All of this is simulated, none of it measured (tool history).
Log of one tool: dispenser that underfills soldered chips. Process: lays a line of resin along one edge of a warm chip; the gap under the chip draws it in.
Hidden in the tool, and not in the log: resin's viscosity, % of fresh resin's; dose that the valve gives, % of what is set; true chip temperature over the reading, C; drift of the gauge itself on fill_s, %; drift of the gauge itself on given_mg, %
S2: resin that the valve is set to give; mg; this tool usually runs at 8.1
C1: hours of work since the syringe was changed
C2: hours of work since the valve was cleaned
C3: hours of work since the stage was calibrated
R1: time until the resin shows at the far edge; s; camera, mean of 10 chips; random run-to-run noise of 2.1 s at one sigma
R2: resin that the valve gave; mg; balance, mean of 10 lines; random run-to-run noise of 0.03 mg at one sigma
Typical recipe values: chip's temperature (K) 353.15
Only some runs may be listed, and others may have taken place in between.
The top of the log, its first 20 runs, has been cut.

{"hour": 92.7, "done": "new syringe of resin"}
{"run": 21, "hour": 94.7, "chip's temperature (K)": 346.15, "S2": 8.42, "C1": 1, "C2": 13, "C3": 221, "R1": 336.8, "R2": 8.35}
{"run": 22, "hour": 98.3, "chip's temperature (K)": 348.15, "S2": 9.57, "C1": 4, "C2": 15, "C3": 223, "R1": 333.6, "R2": 9.42}
{"run": 23, "hour": 104.9, "chip's temperature (K)": 349.15, "S2": 6.92, "C1": 8, "C2": 20, "C3": 228, "R1": 432.2, "R2": 6.79}
{"hour": 107.8, "done": "new syringe of resin"}
{"run": 24, "hour": 109.1, "chip's temperature (K)": 347.15, "S2": 10.18, "C1": 1, "C2": 22, "C3": 231, "R1": 298.3, "R2": 9.97}
{"run": 25, "hour": 113.5, "chip's temperature (K)": 340.15, "S2": 7.12, "C1": 4, "C2": 25, "C3": 234, "R1": 546.8, "R2": 6.95}
{"run": 26, "hour": 120.2, "chip's temperature (K)": 339.15, "S2": 7.79, "C1": 8, "C2": 30, "C3": 238, "R1": 703.7, "R2": 7.58}
{"hour": 122.7, "done": "new syringe of resin"}
{"run": 27, "hour": 124.6, "chip's temperature (K)": 366.15, "S2": 7.68, "C1": 1, "C2": 33, "C3": 241, "R1": 130.8, "R2": 7.49}
{"run": 28, "hour": 127.8, "chip's temperature (K)": 366.15, "S2": 7.68, "C1": 3, "C2": 35, "C3": 243, "R1": 145.8, "R2": 7.53}
{"run": 29, "hour": 131.8, "chip's temperature (K)": 366.15, "S2": 7.68, "C1": 6, "C2": 38, "C3": 246, "R1": 169.3, "R2": 7.43}
{"run": 30, "hour": 136.2, "chip's temperature (K)": 366.15, "S2": 7.68, "C1": 9, "C2": 41, "C3": 249, "R1": 196.1, "R2": 7.41}
{"hour": 137.6, "done": "new syringe of resin"}
{"run": 31, "hour": 140.2, "chip's temperature (K)": 352.15, "S2": 8.1, "C1": 2, "C2": 43, "C3": 251, "R1": 261, "R2": 7.81}
{"run": 32, "hour": 144.2, "chip's temperature (K)": 345.15, "S2": 9.77, "C1": 5, "C2": 46, "C3": 254, "R1": 405.2, "R2": 9.41}
{"run": 33, "hour": 147.5, "chip's temperature (K)": 360.15, "S2": 7.13, "C1": 7, "C2": 48, "C3": 256, "R1": 235.4, "R2": 6.84}
{"hour": 152.8, "done": "new syringe of resin"}
{"run": 34, "hour": 153.4, "chip's temperature (K)": 368.15, "S2": 8.52, "C1": 0, "C2": 52, "C3": 260, "R1": 111.1, "R2": 8.14}
{"run": 35, "hour": 160.1, "chip's temperature (K)": 339.15, "S2": 9.84, "C1": 5, "C2": 57, "C3": 265, "R1": 557.1, "R2": 9.37}
{"run": 36, "hour": 166.7, "chip's temperature (K)": 339.15, "S2": 9.84, "C1": 9, "C2": 61, "C3": 269, "R1": 708.8, "R2": 9.31}
{"hour": 168.0, "done": "new syringe of resin"}
{"run": 37, "hour": 170.4, "chip's temperature (K)": 354.15, "S2": 6.95, "C1": 2, "C2": 63, "C3": 271, "R1": 248.5, "R2": 6.54}

Here are 3 independent what-if runs from the current tool condition. What would each one return?
{"run": "A", "hour": 176.1, "chip's temperature (K)": 345.15, "S2": 8.1, "C1": 6, "C2": 67, "C3": 275, "R1": "?", "R2": "?"}
{"run": "B", "hour": 176.1, "chip's temperature (K)": 366.15, "S2": 9.37, "C1": 6, "C2": 67, "C3": 275, "R1": "?", "R2": "?"}
{"run": "C", "hour": 176.1, "chip's temperature (K)": 358.15, "S2": 8.19, "C1": 6, "C2": 67, "C3": 275, "R1": "?", "R2": "?"}

run=A R1=446.4 R2=7.62
run=B R1=152.5 R2=8.84
run=C R1=228 R2=7.69
Without the tool's unlogged condition, the same runs would have read:
run=A R1=307.7 R2=8.09
run=B R1=106.9 R2=9.39
run=C R1=158.1 R2=8.17
